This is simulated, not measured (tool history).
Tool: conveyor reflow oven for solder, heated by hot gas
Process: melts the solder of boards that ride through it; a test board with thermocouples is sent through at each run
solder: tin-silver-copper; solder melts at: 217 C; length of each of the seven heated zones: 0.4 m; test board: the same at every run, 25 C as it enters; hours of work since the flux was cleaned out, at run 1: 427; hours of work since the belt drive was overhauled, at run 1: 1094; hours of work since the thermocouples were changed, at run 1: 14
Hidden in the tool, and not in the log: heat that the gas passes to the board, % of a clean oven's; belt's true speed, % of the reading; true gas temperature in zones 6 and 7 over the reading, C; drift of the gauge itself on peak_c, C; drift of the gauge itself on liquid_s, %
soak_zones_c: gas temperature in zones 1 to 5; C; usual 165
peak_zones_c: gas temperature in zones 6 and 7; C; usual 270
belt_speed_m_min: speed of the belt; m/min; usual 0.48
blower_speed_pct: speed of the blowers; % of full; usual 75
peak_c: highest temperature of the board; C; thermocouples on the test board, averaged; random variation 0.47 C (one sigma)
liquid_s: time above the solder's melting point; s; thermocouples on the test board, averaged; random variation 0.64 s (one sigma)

run     day  soak_zones_c  peak_zones_c  belt_speed_m_min  blower_speed_pct  hours of work since the flux was cleaned out  hours of work since the belt drive was overhauled  hours of work since the thermocouples were changed  peak_c  liquid_s
  1       0           165           270              0.48                75                                           427                                               1094                                                  14   245.1      61.3
      1.067  -- flux residue cleaned out of gas plates and filters
  2   1.338           165           270              0.48                75                                             4                                               1112                                                  32   250.2      68.5
  3   2.817           165           270              0.48                75                                            29                                               1137                                                  56   248.7      67.8
      3.325  -- belt drive overhauled, speed set with a stopwatch
  4   4.804           165           270              0.48                75                                            59                                                 24                                                  86   248.1      65.3
  5   5.688           165           270              0.48                75                                            73                                                 39                                                 101   246.7      65.2
  6   7.438           165           270              0.48                75                                           102                                                 67                                                 129   247.2        64
  7   9.096           165           270              0.48                75                                           129                                                 95                                                 157     247      63.3
  8  10.896           165           270              0.48                83                                           158                                                124                                                 186   249.1      67.1
  9   12.05           165           270              0.48                75                                           177                                                143                                                 205   246.7      63.4
 10  12.975           165           270              0.48                75                                           192                                                158                                                 220   246.4      62.6
 11  14.333           165           270              0.48                75                                           215                                                180                                                 242   246.3      61.9
 12  15.875           165           270              0.48                75                                           240                                                206                                                 268   245.5      62.4
 13  17.104           165           270              0.48                75                                           260                                                226                                                 288   245.5      61.3
 14  18.058           165           270              0.48                75                                           276                                                241                                                 303   244.9        61
 15  19.346           165           270              0.48                75                                           297                                                263                                                 325     246      60.1
 16  21.075           165           270              0.48                59                                           325                                                291                                                 353   238.6        49
 17  22.133           165           274             0.421                59                                           343                                                308                                                 370   247.1      74.1
 18  23.008           165           274             0.421                59                                           357                                                323                                                 385   247.5      71.9
 19  24.938           160           279             0.452                53                                           388                                                354                                                 416   243.2      58.3
 20  26.775           167           278             0.461                53                                           419                                                384                                                 446   242.9      59.4
 21  27.862           154           270              0.48                75                                           436                                                402                                                 464   240.5      50.9
     28.229  -- flux residue cleaned out of gas plates and filters
 22  29.975           165           270              0.48                65                                            29                                                433                                                 495   244.4      59.9
 23  31.638           176           270              0.48                54                                            56                                                461                                                 523   241.5      59.4
     33.608  -- thermocouples of zones 6 and 7 changed
 24  33.608           176           270              0.48                65                                            87                                                491                                                   0   247.4        69
 25  35.008           150           281             0.521                67                                           110                                                514                                                  23   246.7      52.1
 26  36.079           150           273             0.521                67                                           127                                                532                                                  41   238.6      43.5
 27  37.408           150           281             0.521                79                                           149                                                554                                                  62   251.2      57.5
 28  38.988           153           270              0.48                75                                           175                                                580                                                  88   244.4        56

3 ways to go on from here, each from the tool as it stands after run 28. What would each give?
  A  39.912           174           270             0.381                62                                           190                                                595                                                 103       ?         ?
  B  39.912           165           270              0.48                81                                           190                                                595                                                 103       ?         ?
  C  39.912           165           270              0.52                75                                           190                                                595                                                 103       ?         ?

run  peak_c  liquid_s
  A   252.8      96.4
  B   249.5      67.4
  C   243.3      55.4
Without the tool's hidden state the same runs would have given:
run  peak_c  liquid_s
  A   254.8      98.1
  B   252.2      70.1
  C     246      58.6
